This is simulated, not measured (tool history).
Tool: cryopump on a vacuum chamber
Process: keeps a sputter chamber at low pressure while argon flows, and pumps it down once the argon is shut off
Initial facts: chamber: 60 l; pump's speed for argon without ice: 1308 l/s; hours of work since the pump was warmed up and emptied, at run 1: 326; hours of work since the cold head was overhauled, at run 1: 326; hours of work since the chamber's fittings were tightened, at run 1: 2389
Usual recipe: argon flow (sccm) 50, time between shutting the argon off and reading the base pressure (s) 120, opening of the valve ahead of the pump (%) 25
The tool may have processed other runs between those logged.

run,hour,argon flow (sccm),time between shutting the argon off and reading the base pressure (s),opening of the valve ahead of the pump (%),hours of work since the pump was warmed up and emptied,hours of work since the cold head was overhauled,hours of work since the chamber's fittings were tightened,pressure while argon flows (Pa),pressure after the wait (uPa)
1,0,50,120,25,326,326,2389,0.2669,2.54
2,18.7,50,120,25,341,341,2404,0.2657,2.44
3,29.3,50,120,25,349,349,2412,0.2647,2.41
4,45.2,50,21,25,362,362,2424,0.2663,6.22
5,65.1,50,21,25,377,377,2440,0.267,6.14
6,79.6,50,21,25,389,389,2451,0.2681,6.17
7,91.5,50,21,25,398,398,2461,0.2675,6.12
8,106.7,33,120,25,410,410,2473,0.1753,2.53
9,120.3,33,51,25,421,421,2483,0.1772,3.69
10,133.9,50,120,25,431,431,2494,0.267,2.63
11,150.9,50,120,25,445,445,2507,0.2673,2.59
12,163.2,50,120,25,454,454,2517,0.2694,2.6
13,185.2,22,120,51,472,472,2534,0.0605,2.52
14,197.6,50,120,55,481,481,2544,0.1286,2.55
15,220.7,36,49,25,500,500,2562,0.1949,3.81
16,237.8,95,265,39,513,513,2576,0.3364,2.26
# hour 243: leaking fittings of the chamber tightened, without venting
17,257.1,95,120,59,527,527,11,0.2307,1.1
18,271.2,95,120,59,538,538,22,0.2307,1.09
19,292.2,50,120,18,554,554,39,0.3715,1.08
20,307.1,41,24,20,566,566,50,0.2747,4.28
21,326.6,41,24,20,581,581,66,0.2759,4.11
22,345.2,41,24,20,596,596,80,0.2769,4.22
23,355.7,41,94,15,604,604,89,0.3655,1.33
24,375.1,41,94,15,619,619,104,0.3643,1.32

Forecast each of these 3 alternatives for the next run:
A,393.5,28,48,18,634,634,118,?,?
B,393.5,67,85,25,634,634,118,?,?
C,393.5,28,30,36,634,634,118,?,?

run,pressure while argon flows (Pa),pressure after the wait (uPa)
A,0.208,2.27
B,0.3693,1.4
C,0.1093,3.44
Stripped of hidden state, with their random variation kept, the same runs would have yielded:
run,pressure while argon flows (Pa),pressure after the wait (uPa)
A,0.1996,2.13
B,0.349,1.27
C,0.1009,3.31
